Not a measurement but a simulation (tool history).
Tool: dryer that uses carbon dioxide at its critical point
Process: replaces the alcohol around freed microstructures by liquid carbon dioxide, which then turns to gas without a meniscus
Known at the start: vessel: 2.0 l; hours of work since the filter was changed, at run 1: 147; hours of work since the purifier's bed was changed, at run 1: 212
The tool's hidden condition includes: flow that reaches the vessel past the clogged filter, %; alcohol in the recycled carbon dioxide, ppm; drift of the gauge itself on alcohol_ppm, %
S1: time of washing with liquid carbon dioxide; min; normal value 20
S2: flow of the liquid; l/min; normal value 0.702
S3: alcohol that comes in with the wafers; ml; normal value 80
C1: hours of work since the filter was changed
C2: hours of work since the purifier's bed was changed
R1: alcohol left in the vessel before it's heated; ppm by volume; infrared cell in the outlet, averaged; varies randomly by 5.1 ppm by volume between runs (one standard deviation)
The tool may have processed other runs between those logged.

run 1 hour=0.0 | S1=20 S2=0.702 S3=80 | C1=147 C2=212 | R1=125
run 2 hour=14.6 | S1=20 S2=0.702 S3=80 | C1=156 C2=220 | R1=139
run 3 hour=33.1 | S1=20 S2=0.702 S3=80 | C1=167 C2=231 | R1=143
run 4 hour=53.8 | S1=20 S2=0.702 S3=80 | C1=179 C2=244 | R1=160
run 5 hour=72.5 | S1=20 S2=0.702 S3=80 | C1=191 C2=255 | R1=159
run 6 hour=86.6 | S1=30 S2=0.702 S3=80 | C1=199 C2=264 | R1=29
run 7 hour=108.5 | S1=30 S2=0.702 S3=80 | C1=212 C2=277 | R1=33
run 8 hour=119.8 | S1=30 S2=0.702 S3=80 | C1=219 C2=283 | R1=40
run 9 hour=141.1 | S1=30 S2=0.702 S3=80 | C1=232 C2=296 | R1=33
run 10 hour=160.4 | S1=20 S2=0.927 S3=80 | C1=243 C2=308 | R1=57
run 11 hour=174.5 | S1=20 S2=0.927 S3=80 | C1=252 C2=316 | R1=66
run 12 hour=195.3 | S1=20 S2=0.927 S3=80 | C1=264 C2=329 | R1=72
-- hour=210.8 inlet filter changed
run 13 hour=211.8 | S1=15 S2=0.702 S3=80 | C1=1 C2=338 | R1=344
run 14 hour=235.4 | S1=15 S2=0.633 S3=80 | C1=15 C2=352 | R1=544
run 15 hour=254.3 | S1=15 S2=0.633 S3=80 | C1=26 C2=363 | R1=566
run 16 hour=265.0 | S1=15 S2=0.633 S3=80 | C1=33 C2=370 | R1=579
run 17 hour=289.7 | S1=15 S2=0.633 S3=80 | C1=47 C2=385 | R1=611
run 18 hour=308.5 | S1=15 S2=0.923 S3=80 | C1=59 C2=396 | R1=119
run 19 hour=325.0 | S1=15 S2=0.923 S3=80 | C1=68 C2=406 | R1=119
run 20 hour=344.6 | S1=15 S2=0.923 S3=80 | C1=80 C2=418 | R1=123
run 21 hour=363.6 | S1=20 S2=0.702 S3=54 | C1=92 C2=429 | R1=93
run 22 hour=380.2 | S1=13 S2=0.453 S3=101 | C1=102 C2=439 | R1=4009
run 23 hour=400.8 | S1=14 S2=0.702 S3=84 | C1=114 C2=451 | R1=644
run 24 hour=421.5 | S1=17 S2=0.693 S3=117 | C1=126 C2=464 | R1=433
run 25 hour=437.6 | S1=19 S2=0.668 S3=55 | C1=136 C2=473 | R1=165
run 26 hour=457.3 | S1=21 S2=0.793 S3=42 | C1=148 C2=485 | R1=56
run 27 hour=479.6 | S1=12 S2=0.793 S3=102 | C1=161 C2=499 | R1=1037
run 28 hour=500.2 | S1=15 S2=0.558 S3=37 | C1=173 C2=511 | R1=630
run 29 hour=517.9 | S1=20 S2=0.702 S3=23 | C1=184 C2=521 | R1=86
run 30 hour=540.8 | S1=27 S2=0.702 S3=80 | C1=198 C2=535 | R1=69
run 31 hour=559.9 | S1=17 S2=0.566 S3=80 | C1=209 C2=547 | R1=885
run 32 hour=577.9 | S1=17 S2=0.818 S3=27 | C1=220 C2=557 | R1=105
run 33 hour=600.9 | S1=24 S2=1.189 S3=117 | C1=234 C2=571 | R1=50
run 34 hour=623.9 | S1=24 S2=1.189 S3=117 | C1=248 C2=585 | R1=54
run 35 hour=644.7 | S1=24 S2=1.189 S3=117 | C1=260 C2=597 | R1=44
run 36 hour=662.8 | S1=20 S2=1.083 S3=80 | C1=271 C2=608 | R1=60
-- hour=667.1 inlet filter changed
run 37 hour=688.3 | S1=18 S2=0.514 S3=32 | C1=13 C2=623 | R1=284
run 38 hour=702.2 | S1=15 S2=0.656 S3=31 | C1=21 C2=631 | R1=217
run 39 hour=722.4 | S1=15 S2=0.656 S3=31 | C1=33 C2=643 | R1=231
run 40 hour=737.2 | S1=14 S2=0.717 S3=24 | C1=42 C2=652 | R1=190

How the hidden state differs across the entries between the runs, from the last listed run before each to the first after it:
From run 12 to run 13: inlet filter changed (hour 210.8)
  flow that reaches the vessel past the clogged filter, %: 83.3 -> 99.9; alcohol in the recycled carbon dioxide, ppm: 31 -> 31.7
  the result without the hidden state subtracted from the measured one, R1: +51 -> +28 ppm by volume
From run 36 to run 37: inlet filter changed (hour 667.1)
  flow that reaches the vessel past the clogged filter, %: 83.4 -> 99.2; alcohol in the recycled carbon dioxide, ppm: 53.7 -> 54.8
  the result without the hidden state subtracted from the measured one, R1: +57 -> +56 ppm by volume
